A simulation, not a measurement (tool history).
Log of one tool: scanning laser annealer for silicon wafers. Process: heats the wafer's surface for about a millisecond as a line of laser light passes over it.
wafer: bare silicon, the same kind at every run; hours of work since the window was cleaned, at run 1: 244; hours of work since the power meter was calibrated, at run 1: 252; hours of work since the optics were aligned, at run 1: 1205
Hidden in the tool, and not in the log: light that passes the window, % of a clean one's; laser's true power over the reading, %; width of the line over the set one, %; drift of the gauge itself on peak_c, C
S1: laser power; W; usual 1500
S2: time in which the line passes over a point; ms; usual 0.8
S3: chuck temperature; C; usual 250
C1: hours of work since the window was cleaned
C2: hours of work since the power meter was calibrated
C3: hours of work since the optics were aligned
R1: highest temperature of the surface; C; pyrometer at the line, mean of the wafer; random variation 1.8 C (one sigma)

Run 1, day 0: usual settings; C1 244; C2 252; C3 1205. Result: R1 1037 C.
Run 2, day 0.279: usual settings; C1 249; C2 257; C3 1209. Result: R1 1038 C.
Run 3, day 0.6: usual settings; C1 254; C2 262; C3 1214. Result: R1 1033 C.
Run 4, day 0.825: usual settings; C1 257; C2 265; C3 1218. Result: R1 1035 C.
Run 5, day 1.371: usual settings but S1 1487 W; C1 266; C2 274; C3 1226. Result: R1 1028 C.
Run 6, day 1.733: usual settings but S3 237 C; C1 271; C2 280; C3 1232. Result: R1 1017 C.
Run 7, day 1.962: usual settings but S3 237 C; C1 275; C2 283; C3 1236. Result: R1 1020 C.
Run 8, day 2.504: usual settings; C1 284; C2 292; C3 1244. Result: R1 1032 C.
Run 9, day 2.85: usual settings; C1 289; C2 297; C3 1250. Result: R1 1035 C.
Run 10, day 3.217: usual settings; C1 295; C2 303; C3 1256. Result: R1 1032 C.
Run 11, day 3.517: usual settings but S1 1336 W; C1 300; C2 308; C3 1260. Result: R1 951 C.
Run 12, day 4.058: usual settings but S1 1336 W; C1 308; C2 316; C3 1269. Result: R1 956 C.
Run 13, day 4.383: usual settings but S1 1336 W; C1 313; C2 321; C3 1274. Result: R1 952 C.
Run 14, day 4.838: usual settings but S1 1336 W; C1 320; C2 328; C3 1281. Result: R1 951 C.
Run 15, day 5.254: usual settings but S1 1336 W, S3 242 C; C1 327; C2 335; C3 1288. Result: R1 942 C.
Run 16, day 5.596: usual settings but S1 1360 W, S2 0.955 ms, S3 257 C; C1 332; C2 340; C3 1293. Result: R1 1039 C.
Run 17, day 5.879: usual settings but S2 0.71 ms, S3 214 C; C1 337; C2 345; C3 1298. Result: R1 946 C.
Run 18, day 6.196: usual settings but S2 0.722 ms, S3 273 C; C1 342; C2 350; C3 1303. Result: R1 1010 C.
Run 19, day 6.429: usual settings but S2 0.722 ms, S3 273 C; C1 346; C2 354; C3 1306. Result: R1 1009 C.
Run 20, day 6.729: usual settings but S2 0.799 ms, S3 257 C; C1 350; C2 358; C3 1311. Result: R1 1033 C.
Run 21, day 6.962: usual settings but S2 0.702 ms, S3 280 C; C1 354; C2 362; C3 1315. Result: R1 1004 C.
Run 22, day 7.367: usual settings but S1 1605 W, S2 0.732 ms, S3 286 C; C1 360; C2 368; C3 1321. Result: R1 1078 C.
Run 23, day 7.8: usual settings but S1 1430 W, S2 0.958 ms, S3 225 C; C1 367; C2 375; C3 1328. Result: R1 1040 C.
Run 24, day 8.204: usual settings but S1 1368 W, S2 0.572 ms, S3 259 C; C1 374; C2 382; C3 1334. Result: R1 854 C.
Run 25, day 8.429: usual settings but S1 1478 W, S2 0.976 ms, S3 222 C; C1 377; C2 385; C3 1338. Result: R1 1067 C.
Run 26, day 8.654: usual settings but S1 1436 W, S2 0.682 ms, S3 228 C; C1 381; C2 389; C3 1341. Result: R1 913 C.
Run 27, day 9.112: usual settings but S1 1389 W, S2 0.584 ms, S3 255 C; C1 388; C2 396; C3 1349. Result: R1 866 C.
Run 28, day 9.4: usual settings but S1 1603 W, S2 0.881 ms, S3 272 C; C1 392; C2 400; C3 1353. Result: R1 1138 C.

Forecast each of these 3 alternatives for the next run:
Run A, day 9.85: usual settings but S3 256 C; C1 400; C2 408; C3 1360. Result: R1 ?.
Run B, day 9.85: usual settings but S1 1603 W, S2 0.777 ms, S3 220 C; C1 400; C2 408; C3 1360. Result: R1 ?.
Run C, day 9.85: usual settings but S1 1603 W, S2 0.719 ms, S3 272 C; C1 400; C2 408; C3 1360. Result: R1 ?.

run    R1
  A  1028
  B  1030
  C  1045
Without the tool's hidden state the same runs would have given:
run    R1
  A  1069
  B  1074
  C  1087
